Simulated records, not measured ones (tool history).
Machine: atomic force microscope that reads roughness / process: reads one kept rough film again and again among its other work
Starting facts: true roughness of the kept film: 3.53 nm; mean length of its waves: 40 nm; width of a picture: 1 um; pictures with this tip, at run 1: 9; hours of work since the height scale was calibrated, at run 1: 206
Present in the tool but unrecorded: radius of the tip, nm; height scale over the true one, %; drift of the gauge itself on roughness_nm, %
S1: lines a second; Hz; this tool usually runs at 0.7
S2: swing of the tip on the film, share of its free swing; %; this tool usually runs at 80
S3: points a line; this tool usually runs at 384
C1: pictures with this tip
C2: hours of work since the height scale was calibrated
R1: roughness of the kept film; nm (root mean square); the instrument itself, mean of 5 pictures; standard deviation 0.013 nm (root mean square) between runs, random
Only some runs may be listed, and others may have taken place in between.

| run | day | S1 | S2 | S3 | C1 | C2 | R1 |
|---|---|---|---|---|---|---|---|
| 1 | 0 | 0.7 | 80 | 384 | 9 | 206 | 3.089 |
| 2 | 0.221 | 0.7 | 80 | 384 | 18 | 209 | 3.108 |
| 3 | 0.517 | 0.7 | 80 | 384 | 29 | 212 | 3.076 |
| 4 | 0.758 | 0.7 | 80 | 384 | 38 | 215 | 3.086 |
| 5 | 1.146 | 0.7 | 80 | 384 | 53 | 219 | 3.035 |
| 6 | 1.421 | 3.577 | 80 | 384 | 64 | 222 | 2.55 |
| 7 | 1.862 | 0.7 | 66 | 384 | 81 | 227 | 3.133 |
| 8 | 2.321 | 0.7 | 80 | 384 | 99 | 233 | 3.024 |
| 9 | 2.675 | 0.7 | 80 | 384 | 112 | 237 | 3.033 |
| 10 | 3.129 | 0.7 | 80 | 384 | 130 | 242 | 3.016 |
| 11 | 3.592 | 0.691 | 80 | 384 | 148 | 247 | 3.004 |
| 12 | 3.954 | 0.7 | 80 | 384 | 162 | 251 | 3.008 |
| 13 | 4.288 | 0.7 | 80 | 384 | 175 | 255 | 2.97 |
| 14 | 4.612 | 0.578 | 78 | 535 | 188 | 258 | 3.008 |
|  | 4.696 | height scale calibrated on a step standard |
| 15 | 5.038 | 3.592 | 75 | 570 | 202 | 4 | 2.563 |
| 16 | 5.508 | 3.592 | 73 | 839 | 221 | 9 | 2.593 |
|  | 5.892 | height scale calibrated on a step standard, once more |
| 17 | 5.971 | 3.592 | 73 | 839 | 237 | 1 | 2.607 |
|  | 6.067 | new tip fitted |
| 18 | 6.283 | 1.266 | 63 | 293 | 8 | 4 | 3.172 |
| 19 | 6.758 | 1.604 | 76 | 293 | 26 | 9 | 2.993 |
| 20 | 7.042 | 1.604 | 76 | 293 | 37 | 13 | 2.991 |
| 21 | 7.5 | 3.584 | 67 | 479 | 55 | 18 | 2.878 |
| 22 | 7.808 | 0.7 | 80 | 379 | 67 | 21 | 3.11 |
| 23 | 8.279 | 1.015 | 88 | 816 | 85 | 27 | 2.902 |
| 24 | 8.483 | 0.578 | 88 | 617 | 93 | 29 | 3.053 |
| 25 | 8.892 | 0.517 | 80 | 674 | 109 | 33 | 3.115 |

Hidden condition of the tool, last listed run before each entry between runs versus first listed run after:
Between runs 14 and 15: height scale calibrated on a step standard (day 4.696)
  radius of the tip, nm: 14.1 -> 14.5; height scale over the true one, %: -0.28 -> -0.42
  difference, measured minus the result without the unlogged condition, R1: -0.184 -> -0.17 nm (root mean square)
Between runs 16 and 17: height scale calibrated on a step standard, once more (day 5.892)
  radius of the tip, nm: 15.1 -> 15.6; height scale over the true one, %: -0.43 -> -0.08
  difference, measured minus the result without the unlogged condition, R1: -0.185 -> -0.188 nm (root mean square)
Between runs 17 and 18: new tip fitted (day 6.067)
  radius of the tip, nm: 15.6 -> 7.3; height scale over the true one, %: -0.08 -> -0.09
  difference, measured minus the result without the unlogged condition, R1: -0.188 -> -0.009 nm (root mean square)

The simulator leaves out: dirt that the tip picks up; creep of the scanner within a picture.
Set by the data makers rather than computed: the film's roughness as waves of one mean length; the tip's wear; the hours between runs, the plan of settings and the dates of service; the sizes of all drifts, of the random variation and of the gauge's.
